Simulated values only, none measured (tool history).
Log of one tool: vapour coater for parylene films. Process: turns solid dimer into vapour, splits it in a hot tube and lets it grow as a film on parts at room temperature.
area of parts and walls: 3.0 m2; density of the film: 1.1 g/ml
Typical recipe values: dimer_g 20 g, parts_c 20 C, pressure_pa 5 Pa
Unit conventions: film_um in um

| run | hour | dimer_g | parts_c | pressure_pa | film_um |
|---|---|---|---|---|---|
| 1 | 0 | 20 | 20 | 5 | 4.26 |
| 2 | 33.4 | 20 | 20 | 5 | 4.15 |
| 3 | 56.5 | 20 | 17 | 5 | 4.52 |
| 4 | 72.5 | 11 | 20 | 5 | 2.32 |
| 5 | 105.1 | 11 | 20 | 5 | 2.29 |
| 6 | 127.8 | 11 | 20 | 5 | 2.28 |
| 7 | 158.4 | 26 | 20 | 5 | 5.37 |
| 8 | 191.4 | 20 | 20 | 5 | 4.08 |
| 9 | 215.7 | 20 | 20 | 5 | 4.04 |
| 10 | 241.2 | 20 | 20 | 5 | 4.03 |
|  | 247.6 | trap's valve overhauled |
| 11 | 276.8 | 20 | 20 | 5 | 4.65 |
| 12 | 293.5 | 20 | 19 | 5 | 4.83 |
| 13 | 313.1 | 20 | 19 | 5 | 4.78 |
| 14 | 349.6 | 24 | 20 | 5 | 5.51 |
| 15 | 365.6 | 20 | 13 | 5 | 5.49 |
| 16 | 402.1 | 8 | 13 | 2.37 | 2.31 |
| 17 | 432.1 | 13 | 12 | 3.95 | 3.67 |
| 18 | 453.6 | 35 | 13 | 7.81 | 8.44 |
| 19 | 481.7 | 20 | 18 | 5.58 | 4.65 |
| 20 | 505 | 20 | 18 | 5.58 | 4.57 |
| 21 | 536.3 | 20 | 20 | 7.91 | 3.98 |
| 22 | 574.4 | 21 | 20 | 5 | 4.64 |
| 23 | 595.3 | 19 | 18 | 3.03 | 4.9 |
| 24 | 611.9 | 19 | 12 | 3.76 | 5.22 |
| 25 | 642 | 9 | 22 | 2.37 | 2.19 |

Run 26 is up next; what results do you expect?
| 26 | 679.3 | 9 | 22 | 2.37 | ? |

For run 26 the tool returned film_um 2.19 um.
Without the tool's hidden state the same run would have given film_um 2.36 um.
